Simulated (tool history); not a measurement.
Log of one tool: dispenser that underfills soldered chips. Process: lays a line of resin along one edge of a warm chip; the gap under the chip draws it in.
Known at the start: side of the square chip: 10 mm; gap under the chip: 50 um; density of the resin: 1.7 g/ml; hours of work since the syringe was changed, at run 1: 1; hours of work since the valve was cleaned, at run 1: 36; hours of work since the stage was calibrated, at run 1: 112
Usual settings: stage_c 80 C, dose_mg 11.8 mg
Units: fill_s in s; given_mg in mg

run,hour,stage_c,dose_mg,hours of work since the syringe was changed,hours of work since the valve was cleaned,hours of work since the stage was calibrated,fill_s,given_mg
1,0,80,11.8,1,36,112,81.5,11.53
2,6.5,80,12.4,6,41,117,127.1,12.02
# hour 9.1: new syringe of resin
3,12.6,80,12.4,3,46,122,95.3,11.96
4,18.8,80,12.4,8,51,127,144.3,11.77
# hour 19.8: new syringe of resin
5,28.6,80,12.2,7,58,134,133.5,11.55
# hour 31: new syringe of resin
6,37.3,80,12.2,5,65,141,113.8,11.55
# hour 42.1: new syringe of resin
7,47,80,14,4,73,148,100.7,13.24
# hour 52.8: new syringe of resin
8,53.5,80,14,1,78,153,73.8,13.03
9,58.1,80,14,4,81,157,102.1,13.03
# hour 63.5: new syringe of resin
10,65.2,80,14,1,87,162,77.6,13
11,69.1,91,11.8,4,90,166,61.3,10.97
# hour 74.3: dispensing valve cleaned and set on the balance
# hour 75.5: new syringe of resin
12,78.3,91,11.8,2,3,172,50.7,11.74
13,85.1,91,11.8,8,8,177,82.1,11.79
# hour 86.1: new syringe of resin
14,94.7,91,11.8,7,16,185,77.8,11.62
# hour 96.8: new syringe of resin
15,99,93,14.6,2,19,188,42.1,14.22
16,103.7,71,11.7,5,23,192,188.1,11.44
# hour 108: new syringe of resin
17,109.7,68,10.7,1,27,196,155,10.47
# hour 118.7: new syringe of resin
18,118.7,68,10.7,0,34,203,141.1,10.46
19,126.3,66,12.9,6,40,209,251.8,12.47
# hour 129.7: new syringe of resin
20,131.3,79,12,1,44,213,83.9,11.67
21,135.4,79,12,5,47,216,112.4,11.54
# hour 140.6: new syringe of resin
22,140.6,80,10.6,0,51,220,74.4,10.18
23,149.1,66,13.3,7,58,227,265.8,12.76
# hour 151.2: new syringe of resin
24,154.4,66,10.3,3,62,231,203.1,9.78
25,158.8,80,14.5,6,65,234,116.8,13.86
# hour 162.2: new syringe of resin
26,168.2,80,14.5,5,73,242,103.4,13.77
27,172.3,80,11.7,8,76,245,143,11.01
# hour 173.4: new syringe of resin
28,179.7,80,11.7,5,82,251,110.2,10.95

4 ways to go on from here, each from the tool as it stands after run 28. What would each give?
# hour 184: new syringe of resin
A,185.6,78,10.6,1,86,255,?,?
# hour 184: new syringe of resin
B,185.6,65,11.7,1,86,255,?,?
# hour 184: new syringe of resin
C,185.6,73,10.1,1,86,255,?,?
# hour 184: new syringe of resin
D,185.6,77,10.3,1,86,255,?,?

run,fill_s,given_mg
A,92.8,9.9
B,178.6,10.84
C,123.3,9.29
D,101.1,9.58
Without the tool's hidden state the same runs would have given:
run,fill_s,given_mg
A,88.2,10.63
B,172.6,11.65
C,117,9.98
D,96,10.3
